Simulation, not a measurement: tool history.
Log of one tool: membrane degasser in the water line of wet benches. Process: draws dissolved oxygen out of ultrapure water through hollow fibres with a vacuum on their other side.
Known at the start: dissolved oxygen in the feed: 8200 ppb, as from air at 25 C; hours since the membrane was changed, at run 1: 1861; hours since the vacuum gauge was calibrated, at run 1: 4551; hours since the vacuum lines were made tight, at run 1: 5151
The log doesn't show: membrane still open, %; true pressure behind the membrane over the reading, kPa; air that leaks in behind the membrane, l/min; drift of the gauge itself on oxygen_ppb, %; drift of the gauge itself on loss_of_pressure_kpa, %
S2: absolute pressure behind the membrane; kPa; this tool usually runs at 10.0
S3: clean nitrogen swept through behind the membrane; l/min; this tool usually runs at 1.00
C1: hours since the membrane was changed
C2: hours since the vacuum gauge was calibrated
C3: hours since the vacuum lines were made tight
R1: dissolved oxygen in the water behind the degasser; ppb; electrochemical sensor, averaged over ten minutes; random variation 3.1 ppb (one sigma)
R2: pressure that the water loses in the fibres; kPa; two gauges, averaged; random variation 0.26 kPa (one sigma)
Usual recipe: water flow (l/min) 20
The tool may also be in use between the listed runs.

{"run": 1, "hour": 0.0, "water flow (l/min)": 20, "S2": 10.0, "S3": 1.0, "C1": 1861, "C2": 4551, "C3": 5151, "R1": 300.8, "R2": 70.03}
{"run": 2, "hour": 68.8, "water flow (l/min)": 20, "S2": 10.0, "S3": 1.0, "C1": 1930, "C2": 4620, "C3": 5220, "R1": 301.8, "R2": 70.16}
{"run": 3, "hour": 114.4, "water flow (l/min)": 20, "S2": 10.0, "S3": 0.62, "C1": 1976, "C2": 4666, "C3": 5266, "R1": 443.3, "R2": 69.73}
{"run": 4, "hour": 188.9, "water flow (l/min)": 20, "S2": 10.0, "S3": 1.0, "C1": 2050, "C2": 4740, "C3": 5340, "R1": 307.5, "R2": 69.72}
{"run": 5, "hour": 242.5, "water flow (l/min)": 20, "S2": 10.0, "S3": 1.0, "C1": 2104, "C2": 4794, "C3": 5394, "R1": 306.6, "R2": 69.77}
{"run": 6, "hour": 319.6, "water flow (l/min)": 20, "S2": 10.0, "S3": 1.22, "C1": 2181, "C2": 4871, "C3": 5471, "R1": 255.5, "R2": 69.26}
{"run": 7, "hour": 364.2, "water flow (l/min)": 20, "S2": 10.0, "S3": 1.22, "C1": 2225, "C2": 4916, "C3": 5515, "R1": 255.1, "R2": 69.73}
{"run": 8, "hour": 417.9, "water flow (l/min)": 28, "S2": 10.0, "S3": 1.0, "C1": 2279, "C2": 4969, "C3": 5569, "R1": 405.3, "R2": 97.21}
{"run": 9, "hour": 458.2, "water flow (l/min)": 28, "S2": 10.0, "S3": 1.0, "C1": 2319, "C2": 5010, "C3": 5609, "R1": 410.7, "R2": 97.61}
{"run": 10, "hour": 528.1, "water flow (l/min)": 26, "S2": 10.0, "S3": 1.0, "C1": 2389, "C2": 5080, "C3": 5679, "R1": 390.0, "R2": 90.76}
{"run": 11, "hour": 595.7, "water flow (l/min)": 26, "S2": 10.0, "S3": 1.0, "C1": 2457, "C2": 5147, "C3": 5747, "R1": 381.1, "R2": 90.34}
{"run": 12, "hour": 679.6, "water flow (l/min)": 26, "S2": 10.0, "S3": 1.0, "C1": 2541, "C2": 5231, "C3": 5831, "R1": 385.4, "R2": 90.73}
{"run": 13, "hour": 754.9, "water flow (l/min)": 26, "S2": 10.0, "S3": 1.0, "C1": 2616, "C2": 5306, "C3": 5906, "R1": 380.6, "R2": 90.53}
{"run": 14, "hour": 831.1, "water flow (l/min)": 14, "S2": 10.0, "S3": 1.0, "C1": 2692, "C2": 5383, "C3": 5982, "R1": 221.4, "R2": 48.87}
{"run": 15, "hour": 897.4, "water flow (l/min)": 25, "S2": 10.0, "S3": 1.0, "C1": 2759, "C2": 5449, "C3": 6049, "R1": 375.2, "R2": 87.22}
{"run": 16, "hour": 970.6, "water flow (l/min)": 25, "S2": 10.0, "S3": 1.0, "C1": 2832, "C2": 5522, "C3": 6122, "R1": 370.0, "R2": 87.21}
{"run": 17, "hour": 1014.9, "water flow (l/min)": 30, "S2": 10.0, "S3": 1.94, "C1": 2876, "C2": 5566, "C3": 6166, "R1": 260.9, "R2": 104.62}
{"run": 18, "hour": 1055.0, "water flow (l/min)": 20, "S2": 10.0, "S3": 1.07, "C1": 2916, "C2": 5606, "C3": 6206, "R1": 287.1, "R2": 69.78}
{"run": 19, "hour": 1121.2, "water flow (l/min)": 20, "S2": 10.0, "S3": 1.07, "C1": 2982, "C2": 5673, "C3": 6272, "R1": 288.5, "R2": 69.68}
{"run": 20, "hour": 1195.5, "water flow (l/min)": 24, "S2": 20.3, "S3": 1.34, "C1": 3057, "C2": 5747, "C3": 6347, "R1": 646.0, "R2": 83.69}
{"run": 21, "hour": 1253.4, "water flow (l/min)": 14, "S2": 21.7, "S3": 1.52, "C1": 3115, "C2": 5805, "C3": 6405, "R1": 391.3, "R2": 48.74}
{"run": 22, "hour": 1327.3, "water flow (l/min)": 14, "S2": 7.0, "S3": 1.24, "C1": 3188, "C2": 5879, "C3": 6478, "R1": 102.0, "R2": 48.94}
{"run": 23, "hour": 1377.9, "water flow (l/min)": 20, "S2": 6.8, "S3": 0.56, "C1": 3239, "C2": 5929, "C3": 6529, "R1": 267.7, "R2": 69.39}
{"run": 24, "hour": 1423.0, "water flow (l/min)": 12, "S2": 18.4, "S3": 0.89, "C1": 3284, "C2": 5975, "C3": 6574, "R1": 449.9, "R2": 41.62}
{"run": 25, "hour": 1459.9, "water flow (l/min)": 13, "S2": 18.4, "S3": 1.41, "C1": 3321, "C2": 6011, "C3": 6611, "R1": 326.4, "R2": 45.3}
{"run": 26, "hour": 1542.9, "water flow (l/min)": 32, "S2": 8.7, "S3": 0.8, "C1": 3404, "C2": 6094, "C3": 6694, "R1": 452.4, "R2": 111.73}
{"run": 27, "hour": 1600.5, "water flow (l/min)": 32, "S2": 8.7, "S3": 0.8, "C1": 3462, "C2": 6152, "C3": 6752, "R1": 437.2, "R2": 111.74}
{"run": 28, "hour": 1654.6, "water flow (l/min)": 20, "S2": 20.6, "S3": 0.52, "C1": 3516, "C2": 6206, "C3": 6806, "R1": 1215.1, "R2": 70.19}
{"run": 29, "hour": 1702.2, "water flow (l/min)": 20, "S2": 10.5, "S3": 2.13, "C1": 3563, "C2": 6254, "C3": 6853, "R1": 170.4, "R2": 69.35}
{"run": 30, "hour": 1755.7, "water flow (l/min)": 22, "S2": 21.0, "S3": 0.85, "C1": 3617, "C2": 6307, "C3": 6907, "R1": 893.5, "R2": 77.24}
{"run": 31, "hour": 1805.3, "water flow (l/min)": 20, "S2": 10.0, "S3": 2.23, "C1": 3666, "C2": 6357, "C3": 6956, "R1": 153.4, "R2": 69.78}
{"hour": 1855.3, "done": "seals of the vacuum lines changed"}
{"run": 32, "hour": 1855.3, "water flow (l/min)": 20, "S2": 10.0, "S3": 2.23, "C1": 3715, "C2": 6405, "C3": 0, "R1": 152.9, "R2": 69.87}

Below are 3 alternative next runs, each starting from the tool's condition after run 32. Predict each:
{"run": "A", "hour": 1897.0, "water flow (l/min)": 20, "S2": 10.0, "S3": 0.43, "C1": 3756, "C2": 6446, "C3": 42, "R1": "?", "R2": "?"}
{"run": "B", "hour": 1897.0, "water flow (l/min)": 20, "S2": 20.4, "S3": 1.79, "C1": 3756, "C2": 6446, "C3": 42, "R1": "?", "R2": "?"}
{"run": "C", "hour": 1897.0, "water flow (l/min)": 20, "S2": 10.9, "S3": 0.6, "C1": 3756, "C2": 6446, "C3": 42, "R1": "?", "R2": "?"}

run=A R1=586.1 R2=69.40
run=B R1=434.5 R2=69.54
run=C R1=517.2 R2=69.89
Without the tool's hidden state the same runs would have given:
run=A R1=585.8 R2=69.36
run=B R1=434.4 R2=69.50
run=C R1=517.0 R2=69.84
